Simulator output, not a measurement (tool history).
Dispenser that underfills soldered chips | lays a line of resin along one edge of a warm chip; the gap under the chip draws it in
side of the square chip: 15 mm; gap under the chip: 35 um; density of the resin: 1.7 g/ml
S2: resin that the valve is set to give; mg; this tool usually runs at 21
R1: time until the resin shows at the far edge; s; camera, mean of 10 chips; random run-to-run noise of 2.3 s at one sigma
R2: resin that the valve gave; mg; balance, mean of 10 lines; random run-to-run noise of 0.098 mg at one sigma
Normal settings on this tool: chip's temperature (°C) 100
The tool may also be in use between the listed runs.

{"run": 1, "day": 0.0, "chip's temperature (°C)": 100, "S2": 21, "R1": 359.5, "R2": 20.25}
{"day": 0.121, "done": "new syringe of resin"}
{"run": 2, "day": 0.362, "chip's temperature (°C)": 100, "S2": 25.2, "R1": 292.9, "R2": 24.22}
{"day": 0.575, "done": "new syringe of resin"}
{"run": 3, "day": 0.625, "chip's temperature (°C)": 100, "S2": 27, "R1": 237, "R2": 25.92}
{"run": 4, "day": 0.962, "chip's temperature (°C)": 100, "S2": 27, "R1": 365.3, "R2": 25.75}
{"day": 1.033, "done": "new syringe of resin"}
{"run": 5, "day": 1.279, "chip's temperature (°C)": 100, "S2": 27, "R1": 299.7, "R2": 25.84}
{"day": 1.479, "done": "new syringe of resin"}
{"run": 6, "day": 1.579, "chip's temperature (°C)": 110, "S2": 21, "R1": 187.4, "R2": 20.08}
{"day": 1.933, "done": "new syringe of resin"}
{"run": 7, "day": 2.046, "chip's temperature (°C)": 93, "S2": 21, "R1": 323.5, "R2": 20}
{"day": 2.371, "done": "new syringe of resin"}
{"run": 8, "day": 2.575, "chip's temperature (°C)": 100, "S2": 21, "R1": 296.8, "R2": 19.99}
{"day": 2.779, "done": "dispensing valve cleaned and set on the balance"}
{"day": 2.875, "done": "new syringe of resin"}
{"run": 9, "day": 2.954, "chip's temperature (°C)": 100, "S2": 21, "R1": 248, "R2": 20.93}
{"day": 3.325, "done": "new syringe of resin"}
{"run": 10, "day": 3.35, "chip's temperature (°C)": 98, "S2": 21, "R1": 247.8, "R2": 20.93}
{"run": 11, "day": 3.708, "chip's temperature (°C)": 98, "S2": 18.2, "R1": 413.2, "R2": 18.13}
{"day": 3.771, "done": "new syringe of resin"}
{"run": 12, "day": 4.15, "chip's temperature (°C)": 98, "S2": 18.2, "R1": 394.5, "R2": 18.12}
{"day": 4.208, "done": "new syringe of resin"}
{"run": 13, "day": 4.417, "chip's temperature (°C)": 100, "S2": 21, "R1": 293.8, "R2": 20.86}
{"day": 4.646, "done": "new syringe of resin"}
{"run": 14, "day": 4.733, "chip's temperature (°C)": 100, "S2": 21, "R1": 246.4, "R2": 20.79}
{"run": 15, "day": 5.0, "chip's temperature (°C)": 100, "S2": 21, "R1": 345, "R2": 20.69}
{"day": 5.121, "done": "new syringe of resin"}
{"run": 16, "day": 5.396, "chip's temperature (°C)": 100, "S2": 21, "R1": 308.2, "R2": 20.53}
{"day": 5.592, "done": "new syringe of resin"}
{"run": 17, "day": 5.817, "chip's temperature (°C)": 92, "S2": 21, "R1": 390.1, "R2": 20.82}
{"day": 6.042, "done": "new syringe of resin"}
{"run": 18, "day": 6.146, "chip's temperature (°C)": 92, "S2": 21, "R1": 325, "R2": 20.64}
{"run": 19, "day": 6.388, "chip's temperature (°C)": 92, "S2": 21, "R1": 444.7, "R2": 20.65}
{"day": 6.496, "done": "new syringe of resin"}
{"run": 20, "day": 6.846, "chip's temperature (°C)": 92, "S2": 21, "R1": 446.9, "R2": 20.28}
{"day": 6.954, "done": "new syringe of resin"}
{"run": 21, "day": 7.238, "chip's temperature (°C)": 107, "S2": 24.5, "R1": 249, "R2": 24.07}
{"day": 7.404, "done": "new syringe of resin"}
{"run": 22, "day": 7.479, "chip's temperature (°C)": 94, "S2": 23.2, "R1": 287.5, "R2": 22.53}
{"day": 7.85, "done": "new syringe of resin"}
{"run": 23, "day": 7.954, "chip's temperature (°C)": 94, "S2": 23.2, "R1": 299.8, "R2": 22.57}
{"run": 24, "day": 8.262, "chip's temperature (°C)": 111, "S2": 19.3, "R1": 271.2, "R2": 18.55}
{"day": 8.304, "done": "new syringe of resin"}
{"run": 25, "day": 8.717, "chip's temperature (°C)": 89, "S2": 20.3, "R1": 556.1, "R2": 19.58}
{"day": 8.758, "done": "new syringe of resin"}
{"run": 26, "day": 8.95, "chip's temperature (°C)": 113, "S2": 24.4, "R1": 184.4, "R2": 23.76}
{"day": 9.225, "done": "new syringe of resin"}
{"run": 27, "day": 9.458, "chip's temperature (°C)": 100, "S2": 20, "R1": 303.3, "R2": 19.38}
{"day": 9.679, "done": "new syringe of resin"}
{"run": 28, "day": 9.762, "chip's temperature (°C)": 100, "S2": 23, "R1": 246.4, "R2": 22.08}
{"run": 29, "day": 9.988, "chip's temperature (°C)": 100, "S2": 22, "R1": 327.4, "R2": 20.97}
{"day": 10.138, "done": "new syringe of resin"}
{"run": 30, "day": 10.396, "chip's temperature (°C)": 111, "S2": 21.4, "R1": 219.8, "R2": 20.35}
{"day": 10.596, "done": "new syringe of resin"}
{"run": 31, "day": 10.788, "chip's temperature (°C)": 111, "S2": 21.4, "R1": 202.6, "R2": 20.36}
{"day": 11.046, "done": "new syringe of resin"}
{"run": 32, "day": 11.083, "chip's temperature (°C)": 109, "S2": 25.8, "R1": 172.7, "R2": 24.67}
{"run": 33, "day": 11.325, "chip's temperature (°C)": 93, "S2": 23.7, "R1": 394.7, "R2": 22.63}

Below, some changes in R1 between adjacent runs. For each, the amount present without the hidden state too (settings, incoming material, random variation) and the amount remaining for the hidden state with gauge scatter not shared by both compared results:
Hidden state at play: resin's viscosity, % of fresh resin's; dose that the valve gives, % of what is set; true chip temperature over the reading, C; drift of the gauge itself on fill_s, %; drift of the gauge itself on given_mg, %.
Run 3 -> 4: nothing adjusted, nothing logged. R1 +128.3 s: hidden state +127.6, all else +0.7.
Run 10 -> 11: S2 21 -> 18.2. R1 +165.4 s: hidden state +153.2, all else +12.2.
Run 24 -> 25: chip's temperature (°C) 111 -> 89, S2 19.3 -> 20.3, new syringe of resin. R1 +284.9 s: hidden state +122.6, all else +162.3.
Run 25 -> 26: chip's temperature (°C) 89 -> 113, S2 20.3 -> 24.4, new syringe of resin. R1 -371.7 s: hidden state -191.8, all else -179.9.
Run 32 -> 33: chip's temperature (°C) 109 -> 93, S2 25.8 -> 23.7. R1 +222 s: hidden state +109.5, all else +112.5.
